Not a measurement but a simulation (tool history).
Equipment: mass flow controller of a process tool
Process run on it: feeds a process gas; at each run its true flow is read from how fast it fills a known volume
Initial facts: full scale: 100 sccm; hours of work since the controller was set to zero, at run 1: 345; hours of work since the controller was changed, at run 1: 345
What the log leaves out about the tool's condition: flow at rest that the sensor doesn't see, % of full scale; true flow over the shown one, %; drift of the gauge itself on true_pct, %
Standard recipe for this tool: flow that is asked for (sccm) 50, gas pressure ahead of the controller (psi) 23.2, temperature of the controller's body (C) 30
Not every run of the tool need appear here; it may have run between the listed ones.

run	day	flow that is asked for (sccm)	gas pressure ahead of the controller (psi)	temperature of the controller's body (C)	hours of work since the controller was set to zero	hours of work since the controller was changed	true flow (%)
1	0	50	23.2	30	345	345	100.37
2	2.929	50	23.2	30	389	389	100.4
3	4.404	11	23.2	30	412	412	100.28
4	6.688	75	23.2	30	447	447	100.65
5	8.45	75	23.2	30	474	474	100.62
6	10.396	13	23.2	30	504	504	100.31
7	12.638	13	23.2	30	538	538	100.44
8	14.433	13	23.2	30	565	565	100.44
9	17.175	48	23.2	30	607	607	100.64
# day 17.446: controller's zero set anew
10	19.196	48	23.2	30	27	638	100.66
11	21.496	48	23.2	30	62	673	100.8
# day 22.283: controller's zero set anew, once more
12	22.946	12	31.8	30	10	695	100.3
13	25.892	12	31.8	30	55	740	100.24
14	27.733	12	31.8	30	83	768	100.21
15	29.196	47	22	21	106	790	100.16
16	31.104	47	38.9	21	135	820	99.56
17	34.262	50	26	24	183	868	100.26
18	36.375	50	26	24	216	900	100.28
19	38.396	88	26.3	33	246	931	100.94
20	41.454	15	37.7	33	293	978	100.41

Consider 5 possible next runs. They are alternatives, not a sequence: every one starts from the tool as it was left by run 20. What does each give?
A	44.2	21	37.7	36	335	1020	?
B	44.2	15	26.5	30	335	1020	?
C	44.2	50	23.9	37	335	1020	?
D	44.2	81	23.2	29	335	1020	?
E	44.2	28	23.2	21	335	1020	?

run	true flow (%)
A	100.34
B	100.75
C	100.91
D	100.94
E	100.34
What these runs would have given with no unlogged condition in the tool:
run	true flow (%)
A	99.41
B	99.69
C	100.18
D	100.26
E	99.5

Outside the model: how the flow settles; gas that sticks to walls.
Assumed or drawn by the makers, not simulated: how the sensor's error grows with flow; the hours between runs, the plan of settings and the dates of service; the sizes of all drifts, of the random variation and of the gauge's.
